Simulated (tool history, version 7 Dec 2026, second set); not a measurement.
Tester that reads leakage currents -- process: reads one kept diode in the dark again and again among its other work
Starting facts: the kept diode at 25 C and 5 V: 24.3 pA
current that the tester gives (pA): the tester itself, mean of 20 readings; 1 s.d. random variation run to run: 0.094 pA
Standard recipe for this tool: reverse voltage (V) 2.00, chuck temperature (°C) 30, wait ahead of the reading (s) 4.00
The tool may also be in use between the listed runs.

run   hour  reverse voltage (V)  chuck temperature (°C)  wait ahead of the reading (s)  current that the tester gives (pA)
  1    0.0                 2.00                      30                           4.00                               24.24
  2   41.4                 5.88                      30                           4.00                               37.74
  3   72.2                 5.88                      30                           4.00                               37.41
  4   93.6                 2.00                      30                           4.00                               24.11
  5  116.8                 1.82                      30                           4.00                               23.05
  6  148.5                 1.82                      30                           4.00                               23.14
  7  189.2                 1.82                      30                           4.00                               23.19
  8  227.3                 1.82                      30                           0.59                               24.29
  9  263.6                 1.21                      30                           4.00                               19.50
 10  282.1                 2.00                      46                           3.14                               92.91
 11  312.0                 3.65                      36                           2.11                               52.19
 12  344.7                 1.99                      37                           2.99                               43.92
     383.3  -- chuck's temperature calibrated
 13  384.3                 1.99                      42                           0.54                               74.98
 14  413.5                 1.99                      42                           0.54                               75.15
 15  453.7                 3.33                      50                           9.36                              171.39
 16  476.3                 1.28                      23                           0.71                               12.48
 17  513.9                 1.28                      43                           0.71                               66.82
 18  536.6                10.49                      21                           2.26                               25.83

The same runs without the tool's hidden state, with the same run-to-run variation:
Hidden state at play: stray current of the dirty probe card, pA a volt; current scale over the true one, %; true chuck temperature over the reading, C; drift of the gauge itself on leakage_pa, %.
run  current that the tester gives (pA)
  1                               26.72
  2                               41.56
  3                               41.21
  4                               26.66
  5                               25.50
  6                               25.63
  7                               25.71
  8                               26.85
  9                               21.70
 10                              102.73
 11                               57.86
 12                               48.86
 13                               75.10
 14                               75.36
 15                              172.28
 16                               12.43
 17                               67.35
 18                               24.65
